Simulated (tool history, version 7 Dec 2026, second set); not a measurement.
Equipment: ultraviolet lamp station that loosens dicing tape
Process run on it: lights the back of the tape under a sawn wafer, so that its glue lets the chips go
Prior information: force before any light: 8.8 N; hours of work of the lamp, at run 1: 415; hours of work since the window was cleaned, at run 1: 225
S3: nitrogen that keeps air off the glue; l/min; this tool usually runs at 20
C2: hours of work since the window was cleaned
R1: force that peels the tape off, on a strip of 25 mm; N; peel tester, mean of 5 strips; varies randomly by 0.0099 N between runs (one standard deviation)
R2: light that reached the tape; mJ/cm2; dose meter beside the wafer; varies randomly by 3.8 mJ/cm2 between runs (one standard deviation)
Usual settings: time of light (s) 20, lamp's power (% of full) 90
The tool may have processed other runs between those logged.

{"run": 1, "hour": 0.0, "time of light (s)": 20, "lamp's power (% of full)": 90, "S3": 20, "hours of work of the lamp": 415, "C2": 225, "R1": 0.609, "R2": 552}
{"run": 2, "hour": 32.8, "time of light (s)": 20, "lamp's power (% of full)": 90, "S3": 20, "hours of work of the lamp": 434, "C2": 244, "R1": 0.67, "R2": 543}
{"run": 3, "hour": 58.3, "time of light (s)": 20, "lamp's power (% of full)": 90, "S3": 20, "hours of work of the lamp": 449, "C2": 259, "R1": 0.665, "R2": 536}
{"run": 4, "hour": 75.4, "time of light (s)": 20, "lamp's power (% of full)": 90, "S3": 20, "hours of work of the lamp": 459, "C2": 269, "R1": 0.666, "R2": 531}
{"run": 5, "hour": 99.9, "time of light (s)": 20, "lamp's power (% of full)": 90, "S3": 8, "hours of work of the lamp": 473, "C2": 284, "R1": 1.24, "R2": 531}
{"run": 6, "hour": 132.9, "time of light (s)": 20, "lamp's power (% of full)": 90, "S3": 8, "hours of work of the lamp": 493, "C2": 303, "R1": 1.261, "R2": 523}
{"run": 7, "hour": 156.1, "time of light (s)": 20, "lamp's power (% of full)": 90, "S3": 8, "hours of work of the lamp": 506, "C2": 316, "R1": 1.302, "R2": 520}
{"hour": 163.0, "done": "window cleaned of glue's vapour"}
{"run": 8, "hour": 174.0, "time of light (s)": 20, "lamp's power (% of full)": 90, "S3": 8, "hours of work of the lamp": 516, "C2": 6, "R1": 1.348, "R2": 497}
{"run": 9, "hour": 207.8, "time of light (s)": 20, "lamp's power (% of full)": 90, "S3": 8, "hours of work of the lamp": 536, "C2": 26, "R1": 1.412, "R2": 491}
{"run": 10, "hour": 239.8, "time of light (s)": 20, "lamp's power (% of full)": 79, "S3": 20, "hours of work of the lamp": 555, "C2": 45, "R1": 1.076, "R2": 427}
{"hour": 246.2, "done": "window cleaned of glue's vapour, once more"}
{"run": 11, "hour": 270.7, "time of light (s)": 20, "lamp's power (% of full)": 79, "S3": 20, "hours of work of the lamp": 573, "C2": 14, "R1": 0.796, "R2": 491}
{"run": 12, "hour": 296.1, "time of light (s)": 20, "lamp's power (% of full)": 79, "S3": 20, "hours of work of the lamp": 587, "C2": 29, "R1": 0.799, "R2": 499}
{"run": 13, "hour": 334.0, "time of light (s)": 20, "lamp's power (% of full)": 79, "S3": 20, "hours of work of the lamp": 610, "C2": 51, "R1": 0.81, "R2": 486}
{"run": 14, "hour": 371.7, "time of light (s)": 20, "lamp's power (% of full)": 79, "S3": 20, "hours of work of the lamp": 632, "C2": 73, "R1": 0.851, "R2": 481}
{"run": 15, "hour": 404.3, "time of light (s)": 20, "lamp's power (% of full)": 79, "S3": 20, "hours of work of the lamp": 651, "C2": 92, "R1": 0.888, "R2": 474}
{"run": 16, "hour": 435.8, "time of light (s)": 20, "lamp's power (% of full)": 79, "S3": 20, "hours of work of the lamp": 669, "C2": 111, "R1": 0.901, "R2": 471}
{"run": 17, "hour": 459.8, "time of light (s)": 20, "lamp's power (% of full)": 70, "S3": 20, "hours of work of the lamp": 683, "C2": 125, "R1": 1.154, "R2": 413}
{"run": 18, "hour": 489.5, "time of light (s)": 32, "lamp's power (% of full)": 90, "S3": 22, "hours of work of the lamp": 701, "C2": 142, "R1": 0.21, "R2": 851}
{"run": 19, "hour": 519.8, "time of light (s)": 32, "lamp's power (% of full)": 80, "S3": 22, "hours of work of the lamp": 718, "C2": 160, "R1": 0.272, "R2": 734}
{"run": 20, "hour": 559.0, "time of light (s)": 31, "lamp's power (% of full)": 80, "S3": 20, "hours of work of the lamp": 741, "C2": 183, "R1": 0.34, "R2": 703}
{"run": 21, "hour": 594.8, "time of light (s)": 31, "lamp's power (% of full)": 80, "S3": 20, "hours of work of the lamp": 762, "C2": 204, "R1": 0.341, "R2": 698}
{"run": 22, "hour": 623.6, "time of light (s)": 37, "lamp's power (% of full)": 88, "S3": 10, "hours of work of the lamp": 779, "C2": 221, "R1": 0.31, "R2": 904}
{"run": 23, "hour": 659.0, "time of light (s)": 20, "lamp's power (% of full)": 89, "S3": 20, "hours of work of the lamp": 800, "C2": 241, "R1": 0.792, "R2": 488}
{"run": 24, "hour": 699.0, "time of light (s)": 20, "lamp's power (% of full)": 89, "S3": 20, "hours of work of the lamp": 823, "C2": 265, "R1": 0.836, "R2": 481}
{"run": 25, "hour": 722.8, "time of light (s)": 37, "lamp's power (% of full)": 67, "S3": 35, "hours of work of the lamp": 837, "C2": 279, "R1": 0.284, "R2": 673}
{"run": 26, "hour": 759.7, "time of light (s)": 32, "lamp's power (% of full)": 63, "S3": 13, "hours of work of the lamp": 859, "C2": 300, "R1": 0.894, "R2": 542}
{"run": 27, "hour": 785.4, "time of light (s)": 35, "lamp's power (% of full)": 67, "S3": 13, "hours of work of the lamp": 874, "C2": 315, "R1": 0.632, "R2": 615}
{"hour": 795.9, "done": "window cleaned of glue's vapour"}
{"run": 28, "hour": 806.3, "time of light (s)": 35, "lamp's power (% of full)": 67, "S3": 13, "hours of work of the lamp": 886, "C2": 6, "R1": 0.494, "R2": 693}
{"run": 29, "hour": 828.9, "time of light (s)": 19, "lamp's power (% of full)": 85, "S3": 31, "hours of work of the lamp": 899, "C2": 19, "R1": 0.698, "R2": 470}
{"run": 30, "hour": 867.4, "time of light (s)": 19, "lamp's power (% of full)": 85, "S3": 31, "hours of work of the lamp": 921, "C2": 42, "R1": 0.726, "R2": 468}
{"run": 31, "hour": 908.7, "time of light (s)": 24, "lamp's power (% of full)": 60, "S3": 12, "hours of work of the lamp": 945, "C2": 66, "R1": 1.598, "R2": 405}
{"run": 32, "hour": 945.8, "time of light (s)": 24, "lamp's power (% of full)": 60, "S3": 12, "hours of work of the lamp": 967, "C2": 88, "R1": 1.559, "R2": 403}
{"run": 33, "hour": 965.9, "time of light (s)": 31, "lamp's power (% of full)": 95, "S3": 19, "hours of work of the lamp": 979, "C2": 99, "R1": 0.239, "R2": 829}
{"run": 34, "hour": 998.7, "time of light (s)": 31, "lamp's power (% of full)": 95, "S3": 19, "hours of work of the lamp": 998, "C2": 119, "R1": 0.244, "R2": 815}

Describe how what the log doesn't record of the tool's condition differs between the last listed run preceding each entry between runs and the first listed run following it.
Run 7 -> run 8: window cleaned of glue's vapour (hour 163)
  lamp's light, % of a new lamp's: 89.9 -> 89.7; light that the window lets through, % of a clean one's: 89.9 -> 86.1
  measured minus no-state result, R1: +0.456 -> +0.542 N; R2: -124 -> -147 mJ/cm2
Run 10 -> run 11: window cleaned of glue's vapour, once more (hour 246.2)
  lamp's light, % of a new lamp's: 89 -> 88.6; light that the window lets through, % of a clean one's: 84.8 -> 99
  measured minus no-state result, R1: +0.498 -> +0.206 N; R2: -138 -> -70 mJ/cm2
Run 27 -> run 28: window cleaned of glue's vapour (hour 795.9)
  lamp's light, % of a new lamp's: 82.9 -> 82.7; light that the window lets through, % of a clean one's: 89 -> 99.8
  measured minus no-state result, R1: +0.337 -> +0.187 N; R2: -218 -> -147 mJ/cm2
